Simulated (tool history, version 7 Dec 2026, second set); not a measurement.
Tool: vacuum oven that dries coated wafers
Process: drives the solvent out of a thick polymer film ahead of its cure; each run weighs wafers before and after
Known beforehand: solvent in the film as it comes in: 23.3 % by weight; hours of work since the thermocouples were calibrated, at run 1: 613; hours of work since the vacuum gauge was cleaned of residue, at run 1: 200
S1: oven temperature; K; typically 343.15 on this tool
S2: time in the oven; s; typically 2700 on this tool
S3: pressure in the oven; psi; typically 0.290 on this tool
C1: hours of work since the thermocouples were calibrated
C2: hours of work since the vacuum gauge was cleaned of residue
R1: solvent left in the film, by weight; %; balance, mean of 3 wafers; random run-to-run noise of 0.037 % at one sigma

run,day,S1,S2,S3,C1,C2,R1
1,0.000,343.15,2700,0.290,613,200,2.06
2,1.096,343.15,2700,0.290,634,220,2.11
3,2.700,343.15,2700,0.290,664,250,2.06
4,3.721,343.15,2700,0.290,683,269,2.08
5,5.208,335.15,2700,0.290,710,297,3.98
6,7.079,335.15,2700,0.290,745,332,3.91
7,8.617,335.15,2700,0.290,774,361,3.88
8,10.679,335.15,2700,0.290,812,399,3.96
9,11.758,335.15,2700,0.290,833,419,3.97
10,13.188,335.15,2700,0.290,859,446,3.96
11,14.817,335.15,2700,0.290,890,476,4.11
# day 15.567: oven's thermocouples calibrated
12,16.896,343.15,2700,0.290,25,513,1.96
13,17.942,343.15,2700,0.290,44,533,2.02
14,19.412,343.15,2700,0.290,72,560,2.07
15,21.325,343.15,2700,0.290,107,596,2.09
16,22.442,343.15,2700,0.290,128,617,2.07
17,23.946,343.15,2280,0.290,156,645,2.45
18,25.850,351.15,3060,0.512,192,680,1.84
19,26.875,351.15,3060,0.512,211,699,1.93
20,28.204,355.15,3180,0.615,235,724,1.82
21,29.612,337.15,2640,0.193,262,750,2.86
22,31.142,337.15,2640,0.193,290,779,2.91
23,32.879,337.15,2640,0.193,323,811,2.90
24,33.821,337.15,2640,0.193,340,829,2.88
25,35.254,337.15,2640,0.193,367,855,2.91
26,36.150,338.15,3900,0.785,383,872,5.18
27,37.383,351.15,3900,0.328,406,895,1.19
28,38.771,352.15,1920,0.960,432,921,3.72
29,39.821,335.15,3360,0.235,452,940,2.83
30,41.296,335.15,3360,0.235,479,968,2.79
31,42.238,354.15,1320,0.209,497,985,1.92
32,43.458,350.15,4740,0.209,520,1008,0.81
33,44.350,334.15,2700,0.524,536,1025,5.81

What if the next run were any one of these 3? Each begins from the tool's condition after run 33:
A,46.396,342.15,2700,0.290,574,1063,?
B,46.396,340.15,1380,0.290,574,1063,?
C,46.396,335.15,2700,0.290,574,1063,?

run,R1
A,2.30
B,5.85
C,4.02
Without the tool's unlogged condition, the same runs would have read:
run,R1
A,2.09
B,5.58
C,3.72

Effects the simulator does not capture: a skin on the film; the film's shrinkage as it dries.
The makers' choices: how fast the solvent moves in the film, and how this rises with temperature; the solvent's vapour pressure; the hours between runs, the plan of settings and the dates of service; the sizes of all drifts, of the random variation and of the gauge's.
